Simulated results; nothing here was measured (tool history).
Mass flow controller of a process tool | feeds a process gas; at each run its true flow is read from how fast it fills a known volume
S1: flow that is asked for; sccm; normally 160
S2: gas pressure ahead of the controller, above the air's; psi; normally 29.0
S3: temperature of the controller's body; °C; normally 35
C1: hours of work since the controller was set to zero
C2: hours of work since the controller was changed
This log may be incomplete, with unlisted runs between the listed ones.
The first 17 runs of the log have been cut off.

Run 18, day 66.300: usual settings but S1 164 sccm, S2 36.7 psi, S3 23 °C; C1 2308; C2 2308. Result: true flow (%) 100.73.
Run 19, day 70.300: usual settings but S1 164 sccm, S2 36.7 psi, S3 23 °C; C1 2357; C2 2357. Result: true flow (%) 101.02.
Run 20, day 73.538: usual settings but S1 24 sccm, S3 25 °C; C1 2397; C2 2397. Result: true flow (%) 99.32.
Run 21, day 79.058: usual settings but S1 113 sccm, S3 29 °C; C1 2464; C2 2464. Result: true flow (%) 100.69.
Run 22, day 84.571: usual settings but S3 21 °C; C1 2532; C2 2532. Result: true flow (%) 101.27.
Run 23, day 88.717: usual settings but S3 21 °C; C1 2583; C2 2583. Result: true flow (%) 101.43.
Run 24, day 93.012: usual settings but S3 21 °C; C1 2635; C2 2635. Result: true flow (%) 101.68.
Run 25, day 95.629: usual settings but S1 159 sccm, S2 29.2 psi, S3 38 °C; C1 2668; C2 2668. Result: true flow (%) 102.34.
Run 26, day 97.975: usual settings but S1 159 sccm, S2 33.2 psi, S3 39 °C; C1 2696; C2 2696. Result: true flow (%) 102.76.
Run 27, day 102.221: usual settings but S1 74 sccm, S2 33.2 psi, S3 32 °C; C1 2748; C2 2748. Result: true flow (%) 101.65.
Run 28, day 107.129: usual settings but S1 106 sccm, S2 26.0 psi, S3 22 °C; C1 2809; C2 2809. Result: true flow (%) 101.79.
Run 29, day 109.896: usual settings but S1 106 sccm, S2 26.0 psi, S3 22 °C; C1 2843; C2 2843. Result: true flow (%) 101.91.
Run 30, day 112.229: usual settings but S1 49 sccm, S3 27 °C; C1 2871; C2 2871. Result: true flow (%) 101.66.

Alternative continuations, all from the tool just after run 30; predict every row:
Run A, day 115.225: usual settings but S1 150 sccm, S3 20 °C; C1 2908; C2 2908. Result: true flow (%) ?.
Run B, day 115.225: usual settings but S1 176 sccm; C1 2908; C2 2908. Result: true flow (%) ?.
Run C, day 115.225: usual settings but S1 49 sccm, S3 23 °C; C1 2908; C2 2908. Result: true flow (%) ?.

run  true flow (%)
  A         102.98
  B         103.56
  C         101.62
Had the tool no hidden state, the same runs would have come out as:
run  true flow (%)
  A          99.51
  B         100.06
  C          98.19

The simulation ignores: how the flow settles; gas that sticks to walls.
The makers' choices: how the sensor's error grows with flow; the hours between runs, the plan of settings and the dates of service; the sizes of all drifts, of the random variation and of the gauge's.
